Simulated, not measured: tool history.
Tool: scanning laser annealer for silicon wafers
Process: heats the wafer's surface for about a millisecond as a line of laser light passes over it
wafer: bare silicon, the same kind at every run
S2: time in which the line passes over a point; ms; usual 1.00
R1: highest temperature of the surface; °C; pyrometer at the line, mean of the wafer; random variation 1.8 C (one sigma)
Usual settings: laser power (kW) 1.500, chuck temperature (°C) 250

run 1 hour=0.0 | laser_power_(kW)=1.500 S2=1.00 chuck_temperature_(°C)=250 | R1=1074
run 2 hour=55.2 | laser_power_(kW)=1.500 S2=1.00 chuck_temperature_(°C)=250 | R1=1072
run 3 hour=109.1 | laser_power_(kW)=1.500 S2=1.00 chuck_temperature_(°C)=280 | R1=1100
run 4 hour=146.4 | laser_power_(kW)=1.500 S2=1.00 chuck_temperature_(°C)=280 | R1=1102
run 5 hour=213.4 | laser_power_(kW)=1.500 S2=1.00 chuck_temperature_(°C)=250 | R1=1069
run 6 hour=281.3 | laser_power_(kW)=1.500 S2=1.00 chuck_temperature_(°C)=250 | R1=1063
run 7 hour=338.0 | laser_power_(kW)=1.500 S2=1.00 chuck_temperature_(°C)=250 | R1=1068
run 8 hour=396.6 | laser_power_(kW)=1.359 S2=1.22 chuck_temperature_(°C)=282 | R1=1107
run 9 hour=471.9 | laser_power_(kW)=1.359 S2=1.22 chuck_temperature_(°C)=282 | R1=1106
run 10 hour=531.5 | laser_power_(kW)=1.614 S2=1.19 chuck_temperature_(°C)=282 | R1=1235
run 11 hour=587.5 | laser_power_(kW)=1.500 S2=1.22 chuck_temperature_(°C)=287 | R1=1190
run 12 hour=659.8 | laser_power_(kW)=1.500 S2=0.71 chuck_temperature_(°C)=210 | R1=886

Run 13 comes next. What will it give?
run 13 hour=726.3 | laser_power_(kW)=1.500 S2=0.71 chuck_temperature_(°C)=210 | R1=?

Run 13 gave R1 885 °C.
Without the tool's hidden state the same run would have given R1 902 °C.

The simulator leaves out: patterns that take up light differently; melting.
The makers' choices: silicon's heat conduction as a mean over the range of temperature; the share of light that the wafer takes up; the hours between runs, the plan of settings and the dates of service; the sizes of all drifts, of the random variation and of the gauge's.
